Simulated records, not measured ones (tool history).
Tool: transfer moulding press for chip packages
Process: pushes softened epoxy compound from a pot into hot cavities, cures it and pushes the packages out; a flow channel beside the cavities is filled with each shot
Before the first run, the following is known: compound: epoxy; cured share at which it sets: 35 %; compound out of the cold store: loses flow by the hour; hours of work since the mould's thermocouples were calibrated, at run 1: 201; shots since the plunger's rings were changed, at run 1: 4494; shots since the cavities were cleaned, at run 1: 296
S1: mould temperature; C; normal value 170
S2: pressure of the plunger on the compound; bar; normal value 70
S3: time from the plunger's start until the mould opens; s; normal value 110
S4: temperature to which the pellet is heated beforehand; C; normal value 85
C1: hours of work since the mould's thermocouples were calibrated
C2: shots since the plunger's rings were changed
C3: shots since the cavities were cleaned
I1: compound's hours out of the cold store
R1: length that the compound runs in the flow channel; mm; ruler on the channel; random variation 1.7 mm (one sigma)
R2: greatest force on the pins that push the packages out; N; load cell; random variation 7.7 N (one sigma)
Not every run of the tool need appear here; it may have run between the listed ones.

run 1 hour=0 | S1=170 S2=70 S3=110 S4=85 | C1=201 C2=4494 C3=296 | I1=45.9 | R1=801 R2=344
run 2 hour=47.5 | S1=170 S2=70 S3=110 S4=85 | C1=222 C2=4860 C3=662 | I1=38.9 | R1=822 R2=332
-- hour=56.7 plunger's sealing rings changed
run 3 hour=86.2 | S1=170 S2=70 S3=110 S4=85 | C1=239 C2=227 C3=940 | I1=45.3 | R1=796 R2=332
-- hour=115.6 cavities cleaned with cleaning compound and waxed
run 4 hour=128 | S1=170 S2=70 S3=110 S4=85 | C1=257 C2=537 C3=95 | I1=37.1 | R1=826 R2=336
run 5 hour=160.7 | S1=170 S2=83.8 S3=110 S4=85 | C1=272 C2=789 C3=347 | I1=16.4 | R1=981 R2=358
run 6 hour=218.4 | S1=170 S2=83.8 S3=110 S4=85 | C1=298 C2=1233 C3=791 | I1=23 | R1=956 R2=331
-- hour=267.1 cavities cleaned with cleaning compound and waxed
run 7 hour=276 | S1=170 S2=83.8 S3=110 S4=85 | C1=324 C2=1665 C3=69 | I1=32.2 | R1=922 R2=337
-- hour=338 mould's thermocouples calibrated
run 8 hour=338 | S1=170 S2=83.8 S3=110 S4=85 | C1=0 C2=2127 C3=531 | I1=38.3 | R1=896 R2=337
run 9 hour=397.2 | S1=170 S2=83.8 S3=110 S4=85 | C1=27 C2=2582 C3=986 | I1=9.9 | R1=1008 R2=348
-- hour=422.4 cavities cleaned with cleaning compound and waxed
run 10 hour=443.4 | S1=170 S2=83.8 S3=110 S4=85 | C1=47 C2=2927 C3=162 | I1=40.2 | R1=891 R2=323
run 11 hour=511.9 | S1=170 S2=83.8 S3=110 S4=85 | C1=78 C2=3454 C3=689 | I1=25.7 | R1=946 R2=345
-- hour=577 cavities cleaned with cleaning compound and waxed
run 12 hour=588.7 | S1=170 S2=83.8 S3=110 S4=85 | C1=112 C2=4033 C3=90 | I1=25.3 | R1=951 R2=333
run 13 hour=656.3 | S1=170 S2=83.8 S3=104 S4=85 | C1=143 C2=4554 C3=611 | I1=38.3 | R1=902 R2=352
run 14 hour=700.5 | S1=170 S2=83.8 S3=104 S4=85 | C1=163 C2=4894 C3=951 | I1=23.6 | R1=952 R2=354
-- hour=709.5 plunger's sealing rings changed
-- hour=735.3 cavities cleaned with cleaning compound and waxed
run 15 hour=744 | S1=171 S2=69.7 S3=107 S4=85 | C1=181 C2=254 C3=67 | I1=42 | R1=806 R2=321
run 16 hour=814.2 | S1=172 S2=87 S3=115 S4=76 | C1=213 C2=794 C3=607 | I1=30.5 | R1=938 R2=303
run 17 hour=877.2 | S1=168 S2=59.7 S3=115 S4=80 | C1=242 C2=1279 C3=1092 | I1=20.5 | R1=825 R2=352
-- hour=889.3 cavities cleaned with cleaning compound and waxed
run 18 hour=930.2 | S1=166 S2=70 S3=125 S4=85 | C1=265 C2=1676 C3=315 | I1=45 | R1=818 R2=330
run 19 hour=994.7 | S1=170 S2=70 S3=104 S4=94 | C1=294 C2=2172 C3=811 | I1=17.8 | R1=895 R2=387
run 20 hour=1027.6 | S1=174 S2=70 S3=110 S4=85 | C1=309 C2=2425 C3=1064 | I1=24.1 | R1=853 R2=298
-- hour=1046.1 cavities cleaned with cleaning compound and waxed
run 21 hour=1062.5 | S1=174 S2=70 S3=110 S4=85 | C1=324 C2=2682 C3=126 | I1=23.5 | R1=855 R2=303
run 22 hour=1104.2 | S1=174 S2=70 S3=110 S4=85 | C1=343 C2=3004 C3=448 | I1=14.6 | R1=885 R2=305
-- hour=1124.2 mould's thermocouples calibrated
run 23 hour=1161.6 | S1=170 S2=70 S3=110 S4=85 | C1=17 C2=3430 C3=874 | I1=29.9 | R1=851 R2=341
-- hour=1200.5 cavities cleaned with cleaning compound and waxed
run 24 hour=1216.6 | S1=170 S2=70 S3=110 S4=85 | C1=41 C2=3842 C3=125 | I1=24.8 | R1=870 R2=341
run 25 hour=1252.5 | S1=170 S2=87.7 S3=96 S4=84 | C1=58 C2=4118 C3=401 | I1=28.8 | R1=954 R2=407
run 26 hour=1324.6 | S1=170 S2=70 S3=101 S4=92 | C1=90 C2=4673 C3=956 | I1=25.1 | R1=864 R2=382
-- hour=1358.3 plunger's sealing rings changed
-- hour=1359.8 cavities cleaned with cleaning compound and waxed
run 27 hour=1379.6 | S1=170 S2=70 S3=101 S4=92 | C1=113 C2=152 C3=152 | I1=35 | R1=832 R2=361

Below are 5 alternative next runs, each starting from the tool's condition after run 27. Predict each:
run A hour=1452.7 | S1=170 S2=70 S3=124 S4=85 | C1=147 C2=715 C3=715 | I1=12.7 | R1=? R2=?
run B hour=1452.7 | S1=170 S2=70 S3=135 S4=85 | C1=147 C2=715 C3=715 | I1=32.1 | R1=? R2=?
run C hour=1452.7 | S1=175 S2=70 S3=101 S4=92 | C1=147 C2=715 C3=715 | I1=8 | R1=? R2=?
run D hour=1452.7 | S1=170 S2=79.9 S3=101 S4=92 | C1=147 C2=715 C3=715 | I1=14.1 | R1=? R2=?
run E hour=1452.7 | S1=175 S2=70.3 S3=101 S4=92 | C1=147 C2=715 C3=715 | I1=15.8 | R1=? R2=?

run=A R1=912 R2=305
run=B R1=843 R2=288
run=C R1=906 R2=315
run=D R1=969 R2=379
run=E R1=879 R2=318
Without the tool's unlogged condition, the same runs would have read:
run=A R1=912 R2=303
run=B R1=843 R2=286
run=C R1=906 R2=313
run=D R1=969 R2=377
run=E R1=879 R2=316
